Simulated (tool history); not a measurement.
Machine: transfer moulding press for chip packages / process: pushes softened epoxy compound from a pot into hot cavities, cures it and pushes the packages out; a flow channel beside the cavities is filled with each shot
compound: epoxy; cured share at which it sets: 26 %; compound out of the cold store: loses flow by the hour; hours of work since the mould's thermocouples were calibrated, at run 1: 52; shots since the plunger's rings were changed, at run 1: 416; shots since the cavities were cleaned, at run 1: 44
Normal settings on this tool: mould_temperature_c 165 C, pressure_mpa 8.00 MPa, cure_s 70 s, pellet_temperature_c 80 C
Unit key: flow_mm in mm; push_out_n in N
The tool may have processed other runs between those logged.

run   hour  mould_temperature_c  pressure_mpa  cure_s  pellet_temperature_c  hours of work since the mould's thermocouples were calibrated  shots since the plunger's rings were changed  shots since the cavities were cleaned  incoming compound's hours out of the cold store  flow_mm  push_out_n
  1    0.0                  165          8.00      70                    80                                                             52                                           416                                     44                                             45.4      837         738
  2    6.5                  165          7.28      70                    80                                                             56                                           522                                    150                                             22.1      876         908
  3   13.4                  165          8.00      70                    82                                                             61                                           632                                    260                                             22.3      900        1012
  4   18.4                  165          6.43      70                    80                                                             65                                           714                                    342                                             24.8      803        1126
  5   23.3                  165          6.43      70                    80                                                             68                                           792                                    420                                             44.8      747        1115
  6   28.6                  165          8.00      70                    80                                                             71                                           877                                    505                                             26.0      885        1182
  7   34.6                  165          9.12      70                    80                                                             76                                           974                                    602                                             21.9      964        1194
  8   44.4                  165          9.12      70                    80                                                             82                                          1132                                    760                                             19.6      971        1246
  9   50.0                  165          9.12      70                    80                                                             86                                          1223                                    851                                             25.0      962        1223
 10   55.6                  165          9.12      70                    80                                                             90                                          1313                                    941                                             37.4      908        1234
 11   64.5                  165          8.00      70                    80                                                             96                                          1456                                   1084                                             46.1      798        1182
      70.8  -- cavities cleaned with cleaning compound and waxed
 12   74.3                  165          8.00      88                    80                                                            102                                          1590                                     56                                             30.7      862         502
 13   79.2                  162          8.00      88                    80                                                            105                                          1669                                    135                                             10.4      957         712
 14   88.5                  162          8.00      88                    80                                                            111                                          1820                                    286                                             26.1      887         775
 15   94.1                  162          8.00      88                    80                                                            115                                          1909                                    375                                             47.4      811         826
 16  100.6                  165          7.21      91                    80                                                            120                                          2014                                    480                                             44.4      775         767
 17  105.9                  170          7.21      91                    78                                                            123                                          2100                                    566                                             27.7      804         716
 18  111.5                  170          7.21      91                    73                                                            127                                          2190                                    656                                             13.4      851         738
 19  119.5                  165          8.00      68                    88                                                            133                                          2318                                    784                                             14.2      910        1308
     122.2  -- mould's thermocouples calibrated
 20  126.6                  165          8.00      68                    88                                                              3                                          2402                                    868                                             45.3      802        1180
 21  131.7                  165          8.00      68                    88                                                              7                                          2484                                    950                                             21.3      893        1262
 22  137.9                  169          8.55      60                    72                                                             11                                          2584                                   1050                                             28.9      879        1546
     146.6  -- cavities cleaned with cleaning compound and waxed
 23  149.0                  169          8.55      60                    72                                                             17                                          2738                                     39                                             35.8      849         887
 24  157.4                  167          6.76      74                    89                                                             23                                          2874                                    175                                             36.3      750         686
 25  164.2                  167          8.00      70                    80                                                             28                                          2984                                    285                                             19.5      883         923
 26  170.8                  165          9.66      75                    80                                                             32                                          3089                                    390                                             32.0      944         878
     175.6  -- mould's thermocouples calibrated, once more
 27  178.7                  165          9.66      75                    80                                                              2                                          3185                                    486                                             23.4      957        1037
 28  186.0                  165          9.66      75                    80                                                              7                                          3303                                    604                                             16.3      977        1054

Branching from run 28: 3 alternative next runs. What would each branch give?
  A  194.1                  165          8.12      75                    87                                                             13                                          3433                                    734                                             19.1        ?           ?
  B  194.1                  168          9.66      54                    80                                                             13                                          3433                                    734                                             30.1        ?           ?
  C  194.1                  162          8.00      70                    80                                                             13                                          3433                                    734                                             35.6        ?           ?

run  flow_mm  push_out_n
  A      890        1015
  B      922        2155
  C      845        1490
The same runs, with their run-to-run variation unchanged, on a tool lacking any hidden condition would have given:
run  flow_mm  push_out_n
  A      936         532
  B      969        1131
  C      889         783
